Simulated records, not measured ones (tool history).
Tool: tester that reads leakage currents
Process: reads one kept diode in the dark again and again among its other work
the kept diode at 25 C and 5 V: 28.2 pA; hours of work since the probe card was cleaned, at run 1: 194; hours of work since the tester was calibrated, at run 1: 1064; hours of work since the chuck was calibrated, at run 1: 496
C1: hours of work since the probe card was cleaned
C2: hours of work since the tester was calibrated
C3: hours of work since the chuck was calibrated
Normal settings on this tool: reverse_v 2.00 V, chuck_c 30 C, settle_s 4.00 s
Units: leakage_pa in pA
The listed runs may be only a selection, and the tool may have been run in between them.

{"run": 1, "hour": 0.0, "reverse_v": 2.0, "chuck_c": 30, "settle_s": 4.0, "C1": 194, "C2": 1064, "C3": 496, "leakage_pa": 30.58}
{"run": 2, "hour": 19.2, "reverse_v": 2.0, "chuck_c": 30, "settle_s": 4.0, "C1": 209, "C2": 1080, "C3": 511, "leakage_pa": 30.57}
{"run": 3, "hour": 36.3, "reverse_v": 2.0, "chuck_c": 30, "settle_s": 4.0, "C1": 223, "C2": 1093, "C3": 525, "leakage_pa": 30.69}
{"run": 4, "hour": 51.4, "reverse_v": 2.0, "chuck_c": 30, "settle_s": 4.0, "C1": 235, "C2": 1105, "C3": 537, "leakage_pa": 30.72}
{"run": 5, "hour": 84.6, "reverse_v": 15.05, "chuck_c": 30, "settle_s": 4.0, "C1": 261, "C2": 1132, "C3": 564, "leakage_pa": 74.01}
{"run": 6, "hour": 109.7, "reverse_v": 2.0, "chuck_c": 30, "settle_s": 4.0, "C1": 281, "C2": 1152, "C3": 584, "leakage_pa": 30.68}
{"run": 7, "hour": 140.2, "reverse_v": 2.0, "chuck_c": 30, "settle_s": 4.0, "C1": 306, "C2": 1176, "C3": 608, "leakage_pa": 30.48}
{"run": 8, "hour": 175.2, "reverse_v": 2.0, "chuck_c": 30, "settle_s": 4.0, "C1": 334, "C2": 1204, "C3": 636, "leakage_pa": 30.5}
{"hour": 199.3, "done": "chuck's temperature calibrated"}
{"run": 9, "hour": 207.5, "reverse_v": 2.0, "chuck_c": 30, "settle_s": 4.0, "C1": 358, "C2": 1229, "C3": 7, "leakage_pa": 30.72}
{"run": 10, "hour": 222.4, "reverse_v": 2.0, "chuck_c": 27, "settle_s": 4.0, "C1": 370, "C2": 1241, "C3": 19, "leakage_pa": 23.08}
{"run": 11, "hour": 237.2, "reverse_v": 2.0, "chuck_c": 27, "settle_s": 4.0, "C1": 382, "C2": 1252, "C3": 30, "leakage_pa": 23.13}
{"run": 12, "hour": 267.1, "reverse_v": 2.0, "chuck_c": 27, "settle_s": 4.0, "C1": 406, "C2": 1276, "C3": 54, "leakage_pa": 23.15}
{"run": 13, "hour": 295.3, "reverse_v": 2.0, "chuck_c": 27, "settle_s": 4.0, "C1": 428, "C2": 1299, "C3": 77, "leakage_pa": 23.12}
{"run": 14, "hour": 314.4, "reverse_v": 2.0, "chuck_c": 27, "settle_s": 4.0, "C1": 443, "C2": 1314, "C3": 92, "leakage_pa": 23.18}
{"run": 15, "hour": 332.6, "reverse_v": 2.26, "chuck_c": 33, "settle_s": 4.0, "C1": 458, "C2": 1329, "C3": 107, "leakage_pa": 42.62}
{"run": 16, "hour": 362.9, "reverse_v": 2.26, "chuck_c": 33, "settle_s": 4.0, "C1": 482, "C2": 1353, "C3": 131, "leakage_pa": 42.65}
{"run": 17, "hour": 395.2, "reverse_v": 2.55, "chuck_c": 50, "settle_s": 1.05, "C1": 508, "C2": 1379, "C3": 156, "leakage_pa": 192.83}
{"run": 18, "hour": 415.7, "reverse_v": 1.23, "chuck_c": 50, "settle_s": 0.41, "C1": 524, "C2": 1395, "C3": 173, "leakage_pa": 140.79}
{"run": 19, "hour": 433.5, "reverse_v": 2.0, "chuck_c": 48, "settle_s": 4.0, "C1": 538, "C2": 1409, "C3": 187, "leakage_pa": 147.87}
{"run": 20, "hour": 463.9, "reverse_v": 2.0, "chuck_c": 44, "settle_s": 4.12, "C1": 563, "C2": 1433, "C3": 211, "leakage_pa": 105.36}
{"run": 21, "hour": 494.4, "reverse_v": 15.49, "chuck_c": 45, "settle_s": 0.7, "C1": 587, "C2": 1458, "C3": 236, "leakage_pa": 279.9}
{"run": 22, "hour": 512.2, "reverse_v": 15.49, "chuck_c": 45, "settle_s": 0.7, "C1": 601, "C2": 1472, "C3": 250, "leakage_pa": 282.57}
{"run": 23, "hour": 537.8, "reverse_v": 3.35, "chuck_c": 45, "settle_s": 1.04, "C1": 622, "C2": 1492, "C3": 270, "leakage_pa": 142.95}
{"run": 24, "hour": 556.6, "reverse_v": 3.35, "chuck_c": 45, "settle_s": 1.04, "C1": 637, "C2": 1507, "C3": 285, "leakage_pa": 143.99}
{"run": 25, "hour": 577.4, "reverse_v": 7.44, "chuck_c": 37, "settle_s": 8.12, "C1": 653, "C2": 1524, "C3": 302, "leakage_pa": 101.49}

Results per run with the tool's hidden condition removed, run-to-run variation unchanged:
What the log doesn't record here: stray current of the dirty probe card, pA a volt; current scale over the true one, %; true chuck temperature over the reading, C; drift of the gauge itself on leakage_pa, %.
run=1 leakage_pa=30.61
run=2 leakage_pa=30.60
run=3 leakage_pa=30.72
run=4 leakage_pa=30.75
run=5 leakage_pa=74.07
run=6 leakage_pa=30.71
run=7 leakage_pa=30.51
run=8 leakage_pa=30.54
run=9 leakage_pa=30.72
run=10 leakage_pa=23.09
run=11 leakage_pa=23.13
run=12 leakage_pa=23.15
run=13 leakage_pa=23.13
run=14 leakage_pa=23.18
run=15 leakage_pa=42.63
run=16 leakage_pa=42.67
run=17 leakage_pa=192.93
run=18 leakage_pa=140.87
run=19 leakage_pa=147.96
run=20 leakage_pa=105.43
run=21 leakage_pa=280.06
run=22 leakage_pa=282.74
run=23 leakage_pa=143.06
run=24 leakage_pa=144.10
run=25 leakage_pa=101.55
